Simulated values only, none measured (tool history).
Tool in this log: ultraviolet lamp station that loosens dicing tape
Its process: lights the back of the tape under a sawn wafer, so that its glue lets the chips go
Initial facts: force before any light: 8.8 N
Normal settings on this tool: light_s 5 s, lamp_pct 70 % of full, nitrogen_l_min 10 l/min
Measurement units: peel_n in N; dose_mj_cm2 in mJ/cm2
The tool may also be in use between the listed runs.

run   hour  light_s  lamp_pct  nitrogen_l_min  peel_n  dose_mj_cm2
  1    0.0        5        70              10   0.400          421
  2   16.4        5        70              10   0.406          419
  3   44.1        5        70              10   0.416          411
  4   67.7        5        70              10   0.430          415
  5   95.6        5        70              10   0.439          400
  6  120.0        5        94              10   0.220          527
  7  132.8        5        70              10   0.473          396
  8  151.3        5        70              10   0.477          385
  9  179.0        5        94              10   0.247          516
 10  200.2        5        88              10   0.277          473
 11  221.6        5        70               9   0.591          374
 12  245.6        5        86              10   0.330          456
 13  264.7        5        70              13   0.472          363
 14  281.5        5        70              13   0.484          356
 15  299.6        5        70              13   0.494          355
 16  314.9        5        70              13   0.500          351
 17  338.3        5        70              10   0.620          348
 18  351.5        5        70              10   0.621          345
 19  370.7        5        70              10   0.659          343
 20  388.2        5        70              10   0.674          339
 21  410.2        5        70              11   0.637          335
 22  429.4        5        70              11   0.645          326
 23  457.8        5        62              11   0.881          289
 24  486.1        4        80               3   1.962          293
     495.3  -- window cleaned of glue's vapour
 25  506.1        3        70               6   2.065          217
 26  528.1       10        71               6   0.154          732
 27  542.8        5        61               8   0.953          304
 28  566.0        7        71              10   0.269          500
 29  583.3        2        76              10   2.608          150
 30  596.5        2        93              10   2.104          188
 31  609.8        3        98               8   1.086          292
 32  625.6       10        88               4   0.161          845
 33  650.8        4        99              10   0.497          372
 34  677.6        4        99              10   0.547          371
 35  689.8        6        60               9   0.731          336
 36  714.2        5        67              16   0.622          306
 37  730.1        5        67              16   0.649          303
 38  744.9        7        65              16   0.298          406
 39  765.7        3        73              18   1.525          191
 40  779.6        7        70              10   0.370          433
 41  796.7        4        70              10   1.373          241
 42  826.6        2        70               4   4.485          115
 43  848.1        3        63              14   2.251          158
 44  863.3        3        63              14   2.256          159

Some steps in peel_n between neighbouring runs. How much of each would the tool show without its hidden state too (settings, what came in, random variation), and how much is left for the hidden state, with any gauge scatter that isn't in both results?
Hidden conditions of the tool in this case: lamp's light, % of a new lamp's; light that the window lets through, % of a clean one's; drift of the gauge itself on peel_n, %; drift of the gauge itself on dose_mj_cm2, %.
Run 25 -> 26: light_s 3 -> 10, lamp_pct 70 -> 71. peel_n -1.911 N: hidden state -0.786, all else -1.125.
Run 28 -> 29: light_s 7 -> 2, lamp_pct 71 -> 76. peel_n +2.339 N: hidden state +0.915, all else +1.424.
Run 38 -> 39: light_s 7 -> 3, lamp_pct 65 -> 73, nitrogen_l_min 16 -> 18. peel_n +1.227 N: hidden state +0.791, all else +0.436.
Run 41 -> 42: light_s 4 -> 2, nitrogen_l_min 10 -> 4. peel_n +3.112 N: hidden state +0.740, all else +2.372.
Run 42 -> 43: light_s 2 -> 3, lamp_pct 70 -> 63, nitrogen_l_min 4 -> 14. peel_n -2.234 N: hidden state -0.298, all else -1.936.

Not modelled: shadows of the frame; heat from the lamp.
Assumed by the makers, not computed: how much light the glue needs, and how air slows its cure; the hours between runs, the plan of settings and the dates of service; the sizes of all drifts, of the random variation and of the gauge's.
